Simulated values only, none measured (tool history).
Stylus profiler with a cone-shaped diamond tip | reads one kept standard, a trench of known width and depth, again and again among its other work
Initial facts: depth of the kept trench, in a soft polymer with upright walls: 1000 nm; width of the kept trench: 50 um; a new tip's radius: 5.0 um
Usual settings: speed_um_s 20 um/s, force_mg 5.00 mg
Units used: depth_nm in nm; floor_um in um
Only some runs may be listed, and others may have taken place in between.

| run | day | speed_um_s | force_mg | depth_nm | floor_um |
|---|---|---|---|---|---|
| 1 | 0.000 | 20 | 5.00 | 1015.45 | 43.92 |
| 2 | 0.608 | 20 | 5.00 | 1015.79 | 43.94 |
| 3 | 1.200 | 20 | 2.64 | 1010.03 | 43.94 |
| 4 | 1.567 | 20 | 2.64 | 1010.32 | 43.84 |
| 5 | 1.988 | 20 | 2.64 | 1010.44 | 43.89 |
| 6 | 2.508 | 20 | 5.00 | 1015.54 | 43.94 |
| 7 | 2.800 | 20 | 5.00 | 1015.99 | 43.93 |
| 8 | 3.142 | 20 | 2.16 | 1009.10 | 43.91 |
| 9 | 3.717 | 20 | 2.16 | 1009.16 | 43.85 |
| 10 | 4.288 | 20 | 2.16 | 1008.91 | 43.86 |
| 11 | 4.671 | 20 | 2.16 | 1009.19 | 43.91 |
| 12 | 5.054 | 20 | 2.16 | 1009.25 | 43.95 |
| 13 | 5.658 | 20 | 2.16 | 1009.19 | 43.90 |
| 14 | 6.171 | 20 | 6.15 | 1017.73 | 43.90 |
| 15 | 6.546 | 20 | 6.15 | 1017.84 | 43.91 |
| 16 | 6.962 | 20 | 2.28 | 1009.14 | 43.92 |
|  | 7.133 | new tip fitted, height scale calibrated |
| 17 | 7.658 | 20 | 5.00 | 1015.48 | 43.94 |
| 18 | 8.254 | 20 | 5.00 | 1015.55 | 43.91 |
| 19 | 8.704 | 33 | 5.00 | 1015.70 | 43.94 |
| 20 | 8.988 | 33 | 5.00 | 1015.35 | 43.94 |
| 21 | 9.396 | 33 | 5.00 | 1015.89 | 43.90 |
| 22 | 9.988 | 33 | 5.00 | 1016.09 | 43.90 |
| 23 | 10.275 | 33 | 5.00 | 1015.43 | 43.87 |
| 24 | 10.833 | 76 | 6.03 | 1017.70 | 43.78 |
| 25 | 11.392 | 12 | 11.29 | 1027.31 | 43.97 |
| 26 | 11.792 | 57 | 14.72 | 1032.22 | 43.94 |
| 27 | 12.075 | 57 | 14.72 | 1032.34 | 43.88 |
| 28 | 12.688 | 20 | 1.85 | 1007.95 | 43.91 |
| 29 | 13.017 | 20 | 1.85 | 1007.86 | 43.93 |
| 30 | 13.488 | 10 | 1.96 | 1008.45 | 43.93 |
| 31 | 13.983 | 10 | 1.96 | 1008.45 | 43.90 |
| 32 | 14.579 | 8 | 6.57 | 1018.74 | 44.02 |
| 33 | 15.004 | 50 | 12.61 | 1029.16 | 43.91 |
| 34 | 15.388 | 8 | 1.69 | 1007.66 | 43.97 |
| 35 | 15.804 | 47 | 5.72 | 1017.06 | 43.87 |
| 36 | 16.138 | 7 | 10.17 | 1024.98 | 44.00 |
| 37 | 16.742 | 52 | 10.34 | 1025.55 | 43.89 |
| 38 | 17.329 | 16 | 10.34 | 1025.47 | 43.99 |
| 39 | 17.938 | 68 | 7.73 | 1020.74 | 43.89 |
| 40 | 18.383 | 11 | 3.37 | 1012.25 | 43.95 |
| 41 | 18.988 | 11 | 3.37 | 1012.03 | 43.94 |
| 42 | 19.379 | 65 | 2.26 | 1009.30 | 43.73 |
| 43 | 19.808 | 65 | 2.26 | 1009.27 | 43.75 |
| 44 | 20.321 | 45 | 2.21 | 1009.05 | 43.83 |
| 45 | 20.908 | 45 | 2.21 | 1008.79 | 43.83 |
| 46 | 21.338 | 45 | 2.21 | 1009.07 | 43.85 |

Here are 4 independent what-if runs from the current tool condition. What would each one return?
| A | 21.842 | 45 | 5.51 | ? | ? |
| B | 21.842 | 25 | 4.06 | ? | ? |
| C | 21.842 | 45 | 3.13 | ? | ? |
| D | 21.842 | 14 | 2.04 | ? | ? |

| run | depth_nm | floor_um |
|---|---|---|
| A | 1016.92 | 43.87 |
| B | 1013.36 | 43.95 |
| C | 1011.51 | 43.85 |
| D | 1008.59 | 43.95 |
Without the tool's unlogged condition, the same runs would have read:
| run | depth_nm | floor_um |
|---|---|---|
| A | 1016.93 | 43.88 |
| B | 1013.36 | 43.96 |
| C | 1011.51 | 43.86 |
| D | 1008.59 | 43.96 |
